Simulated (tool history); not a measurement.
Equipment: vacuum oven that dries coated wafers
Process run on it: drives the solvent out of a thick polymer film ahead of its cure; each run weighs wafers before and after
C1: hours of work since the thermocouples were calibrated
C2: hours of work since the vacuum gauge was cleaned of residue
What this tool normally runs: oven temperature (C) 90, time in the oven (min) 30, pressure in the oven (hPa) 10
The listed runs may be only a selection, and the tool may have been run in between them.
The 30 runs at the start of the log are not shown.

{"run": 31, "hour": 1094.0, "oven temperature (C)": 77, "time in the oven (min)": 50, "pressure in the oven (hPa)": 38.8, "C1": 1307, "C2": 358, "solvent left in the film (%)": 7.06}
{"run": 32, "hour": 1133.3, "oven temperature (C)": 92, "time in the oven (min)": 18, "pressure in the oven (hPa)": 13.1, "C1": 1335, "C2": 386, "solvent left in the film (%)": 4.46}
{"run": 33, "hour": 1175.4, "oven temperature (C)": 98, "time in the oven (min)": 18, "pressure in the oven (hPa)": 5.2, "C1": 1365, "C2": 416, "solvent left in the film (%)": 2.49}
{"run": 34, "hour": 1199.4, "oven temperature (C)": 88, "time in the oven (min)": 18, "pressure in the oven (hPa)": 16.7, "C1": 1382, "C2": 433, "solvent left in the film (%)": 5.85}
{"run": 35, "hour": 1243.2, "oven temperature (C)": 90, "time in the oven (min)": 30, "pressure in the oven (hPa)": 34.2, "C1": 1413, "C2": 464, "solvent left in the film (%)": 4.23}
{"run": 36, "hour": 1287.1, "oven temperature (C)": 103, "time in the oven (min)": 30, "pressure in the oven (hPa)": 27.2, "C1": 1444, "C2": 495, "solvent left in the film (%)": 1.52}
{"run": 37, "hour": 1311.4, "oven temperature (C)": 86, "time in the oven (min)": 38, "pressure in the oven (hPa)": 27.2, "C1": 1461, "C2": 512, "solvent left in the film (%)": 4.03}
{"run": 38, "hour": 1337.9, "oven temperature (C)": 105, "time in the oven (min)": 32, "pressure in the oven (hPa)": 27.2, "C1": 1480, "C2": 531, "solvent left in the film (%)": 1.33}
{"run": 39, "hour": 1368.2, "oven temperature (C)": 100, "time in the oven (min)": 26, "pressure in the oven (hPa)": 7.7, "C1": 1501, "C2": 552, "solvent left in the film (%)": 1.14}
{"run": 40, "hour": 1396.3, "oven temperature (C)": 100, "time in the oven (min)": 26, "pressure in the oven (hPa)": 5.8, "C1": 1521, "C2": 572, "solvent left in the film (%)": 1.01}
{"run": 41, "hour": 1427.8, "oven temperature (C)": 100, "time in the oven (min)": 26, "pressure in the oven (hPa)": 5.8, "C1": 1544, "C2": 595, "solvent left in the film (%)": 1.02}
{"run": 42, "hour": 1460.5, "oven temperature (C)": 100, "time in the oven (min)": 26, "pressure in the oven (hPa)": 18.3, "C1": 1567, "C2": 618, "solvent left in the film (%)": 1.62}
{"run": 43, "hour": 1502.9, "oven temperature (C)": 94, "time in the oven (min)": 21, "pressure in the oven (hPa)": 24.8, "C1": 1597, "C2": 648, "solvent left in the film (%)": 3.77}
{"hour": 1522.9, "done": "oven's thermocouples calibrated"}
{"run": 44, "hour": 1526.8, "oven temperature (C)": 79, "time in the oven (min)": 32, "pressure in the oven (hPa)": 15.6, "C1": 3, "C2": 663, "solvent left in the film (%)": 6.92}
{"run": 45, "hour": 1557.4, "oven temperature (C)": 103, "time in the oven (min)": 22, "pressure in the oven (hPa)": 13.7, "C1": 24, "C2": 685, "solvent left in the film (%)": 1.8}
{"run": 46, "hour": 1600.9, "oven temperature (C)": 95, "time in the oven (min)": 30, "pressure in the oven (hPa)": 28.6, "C1": 55, "C2": 716, "solvent left in the film (%)": 3.32}
{"run": 47, "hour": 1631.0, "oven temperature (C)": 95, "time in the oven (min)": 30, "pressure in the oven (hPa)": 28.6, "C1": 77, "C2": 737, "solvent left in the film (%)": 3.32}

Here are 4 independent what-if runs from the current tool condition. What would each one return?
{"run": "A", "hour": 1665.5, "oven temperature (C)": 94, "time in the oven (min)": 35, "pressure in the oven (hPa)": 5.4, "C1": 101, "C2": 762, "solvent left in the film (%)": "?"}
{"run": "B", "hour": 1665.5, "oven temperature (C)": 76, "time in the oven (min)": 23, "pressure in the oven (hPa)": 38.1, "C1": 101, "C2": 762, "solvent left in the film (%)": "?"}
{"run": "C", "hour": 1665.5, "oven temperature (C)": 90, "time in the oven (min)": 30, "pressure in the oven (hPa)": 23.5, "C1": 101, "C2": 762, "solvent left in the film (%)": "?"}
{"run": "D", "hour": 1665.5, "oven temperature (C)": 90, "time in the oven (min)": 47, "pressure in the oven (hPa)": 10, "C1": 101, "C2": 762, "solvent left in the film (%)": "?"}

run=A solvent_left_in_the_film_(%)=1.65
run=B solvent_left_in_the_film_(%)=10.8
run=C solvent_left_in_the_film_(%)=4.3
run=D solvent_left_in_the_film_(%)=1.91
Without the tool's unlogged condition, the same runs would have read:
run=A solvent_left_in_the_film_(%)=1.54
run=B solvent_left_in_the_film_(%)=10.67
run=C solvent_left_in_the_film_(%)=4.17
run=D solvent_left_in_the_film_(%)=1.78
